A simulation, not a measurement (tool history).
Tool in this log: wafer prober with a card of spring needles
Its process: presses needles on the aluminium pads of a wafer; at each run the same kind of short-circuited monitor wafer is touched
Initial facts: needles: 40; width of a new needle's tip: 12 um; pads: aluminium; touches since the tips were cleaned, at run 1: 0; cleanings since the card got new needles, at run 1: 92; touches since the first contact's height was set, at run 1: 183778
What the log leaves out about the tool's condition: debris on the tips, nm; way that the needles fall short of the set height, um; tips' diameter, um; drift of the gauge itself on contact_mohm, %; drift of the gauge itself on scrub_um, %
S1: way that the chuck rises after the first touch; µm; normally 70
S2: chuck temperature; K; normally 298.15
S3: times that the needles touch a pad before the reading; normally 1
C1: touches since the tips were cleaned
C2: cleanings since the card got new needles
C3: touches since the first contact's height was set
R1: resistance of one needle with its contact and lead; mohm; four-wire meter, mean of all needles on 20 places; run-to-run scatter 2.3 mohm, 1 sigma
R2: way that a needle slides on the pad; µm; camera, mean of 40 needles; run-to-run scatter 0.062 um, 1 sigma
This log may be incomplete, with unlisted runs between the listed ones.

| run | hour | S1 | S2 | S3 | C1 | C2 | C3 | R1 | R2 |
|---|---|---|---|---|---|---|---|---|---|
| 1 | 0.0 | 70 | 298.15 | 1 | 0 | 92 | 183778 | 282 | 16.18 |
|  | 6.9 | tips cleaned on abrasive film |
| 2 | 10.5 | 70 | 298.15 | 1 | 2371 | 93 | 190560 | 350 | 16.31 |
|  | 13.4 | tips cleaned on abrasive film |
|  | 19.6 | tips cleaned on abrasive film |
| 3 | 25.2 | 70 | 298.15 | 1 | 3694 | 95 | 200016 | 375 | 16.27 |
|  | 26.0 | tips cleaned on abrasive film |
|  | 32.2 | tips cleaned on abrasive film |
| 4 | 34.9 | 70 | 298.15 | 1 | 1761 | 97 | 206183 | 340 | 16.29 |
|  | 39.3 | tips cleaned on abrasive film |
|  | 46.0 | tips cleaned on abrasive film |
| 5 | 51.0 | 70 | 298.15 | 1 | 3265 | 99 | 216524 | 367 | 16.26 |
|  | 52.2 | tips cleaned on abrasive film |
|  | 58.5 | tips cleaned on abrasive film |
| 6 | 59.1 | 70 | 298.15 | 1 | 398 | 101 | 221679 | 293 | 16.20 |
|  | 65.3 | tips cleaned on abrasive film |
|  | 71.3 | tips cleaned on abrasive film |
| 7 | 73.2 | 70 | 298.15 | 1 | 1227 | 103 | 230712 | 334 | 16.24 |
|  | 77.0 | height of the first contact set anew |
|  | 78.5 | tips cleaned on abrasive film |
| 8 | 80.6 | 70 | 298.15 | 2 | 1346 | 104 | 2293 | 303 | 16.81 |
|  | 85.1 | tips cleaned on abrasive film |
|  | 91.5 | tips cleaned on abrasive film |
| 9 | 91.5 | 70 | 351.15 | 1 | 0 | 106 | 9245 | 292 | 16.76 |
|  | 97.8 | tips cleaned on abrasive film |
|  | 104.0 | tips cleaned on abrasive film |
| 10 | 105.4 | 70 | 298.15 | 1 | 898 | 108 | 18149 | 310 | 16.85 |
|  | 111.0 | tips cleaned on abrasive film |
|  | 117.4 | tips cleaned on abrasive film |
| 11 | 121.5 | 70 | 298.15 | 1 | 2682 | 110 | 28505 | 364 | 16.75 |
|  | 124.4 | tips cleaned on abrasive film |
|  | 131.3 | tips cleaned on abrasive film |
| 12 | 131.8 | 70 | 298.15 | 1 | 311 | 112 | 35094 | 285 | 16.75 |
|  | 138.0 | tips cleaned on abrasive film |
| 13 | 141.6 | 70 | 325.15 | 1 | 2310 | 113 | 41384 | 363 | 16.78 |
|  | 144.7 | tips cleaned on abrasive film |
|  | 151.4 | tips cleaned on abrasive film |
| 14 | 153.8 | 70 | 325.15 | 1 | 1510 | 115 | 49195 | 337 | 16.70 |
|  | 158.1 | tips cleaned on abrasive film |
|  | 164.6 | tips cleaned on abrasive film |
| 15 | 165.2 | 70 | 343.15 | 1 | 344 | 117 | 56489 | 304 | 16.63 |
|  | 171.7 | tips cleaned on abrasive film |
|  | 178.6 | tips cleaned on abrasive film |
| 16 | 181.6 | 70 | 343.15 | 1 | 1992 | 119 | 67065 | 351 | 16.65 |
|  | 185.6 | tips cleaned on abrasive film |
|  | 192.8 | tips cleaned on abrasive film |
| 17 | 193.5 | 58 | 298.15 | 1 | 456 | 121 | 74652 | 312 | 13.68 |
|  | 199.1 | tips cleaned on abrasive film |
| 18 | 204.9 | 58 | 298.15 | 1 | 3763 | 122 | 82011 | 431 | 13.78 |
|  | 205.7 | tips cleaned on abrasive film |
|  | 211.8 | tips cleaned on abrasive film |
|  | 217.9 | tips cleaned on abrasive film |
| 19 | 220.6 | 58 | 298.15 | 1 | 1776 | 125 | 92073 | 371 | 13.60 |
|  | 223.9 | tips cleaned on abrasive film |
|  | 230.3 | tips cleaned on abrasive film |
| 20 | 230.3 | 70 | 331.15 | 2 | 19 | 127 | 98222 | 279 | 16.48 |
|  | 236.7 | tips cleaned on abrasive film |
| 21 | 240.2 | 84 | 298.15 | 3 | 2234 | 128 | 104588 | 282 | 19.71 |
|  | 243.7 | tips cleaned on abrasive film |
|  | 250.4 | tips cleaned on abrasive film |
| 22 | 255.5 | 84 | 298.15 | 3 | 3297 | 130 | 114407 | 293 | 19.82 |
|  | 257.2 | tips cleaned on abrasive film |
| 23 | 262.9 | 68 | 298.15 | 2 | 3725 | 131 | 119195 | 343 | 15.99 |
|  | 264.0 | tips cleaned on abrasive film |
|  | 270.1 | tips cleaned on abrasive film |
|  | 277.3 | tips cleaned on abrasive film |
| 24 | 278.1 | 89 | 343.15 | 2 | 526 | 134 | 128885 | 291 | 21.08 |
|  | 284.4 | tips cleaned on abrasive film |
|  | 291.0 | tips cleaned on abrasive film |
| 25 | 293.3 | 51 | 333.15 | 3 | 1491 | 136 | 138642 | 342 | 11.76 |
|  | 297.7 | tips cleaned on abrasive film |
| 26 | 301.7 | 77 | 359.15 | 1 | 2658 | 137 | 144069 | 364 | 18.11 |
|  | 303.9 | tips cleaned on abrasive film |
|  | 310.3 | tips cleaned on abrasive film |
| 27 | 311.3 | 57 | 359.15 | 1 | 639 | 139 | 150170 | 348 | 13.24 |
|  | 317.3 | tips cleaned on abrasive film |
|  | 324.0 | tips cleaned on abrasive film |
| 28 | 326.6 | 75 | 326.15 | 2 | 1685 | 141 | 160000 | 309 | 17.57 |
|  | 331.1 | tips cleaned on abrasive film |
|  | 337.5 | tips cleaned on abrasive film |
| 29 | 342.2 | 75 | 326.15 | 2 | 3084 | 143 | 170042 | 333 | 17.52 |

3 options for the next run, each taken on its own from the tool as it stands now. Forecast them:
|  | 343.8 | tips cleaned on abrasive film |
|  | 350.4 | tips cleaned on abrasive film |
| A | 352.9 | 75 | 326.15 | 2 | 1655 | 145 | 176842 | ? | ? |
|  | 343.8 | tips cleaned on abrasive film |
|  | 350.4 | tips cleaned on abrasive film |
| B | 352.9 | 51 | 326.15 | 1 | 1655 | 145 | 176842 | ? | ? |
|  | 343.8 | tips cleaned on abrasive film |
|  | 350.4 | tips cleaned on abrasive film |
| C | 352.9 | 64 | 328.15 | 2 | 1655 | 145 | 176842 | ? | ? |

| run | R1 | R2 |
|---|---|---|
| A | 315 | 17.55 |
| B | 427 | 11.79 |
| C | 335 | 14.78 |
Stripped of hidden state, with their random variation kept, the same runs would have yielded:
| run | R1 | R2 |
|---|---|---|
| A | 269 | 18.12 |
| B | 276 | 12.36 |
| C | 273 | 15.35 |
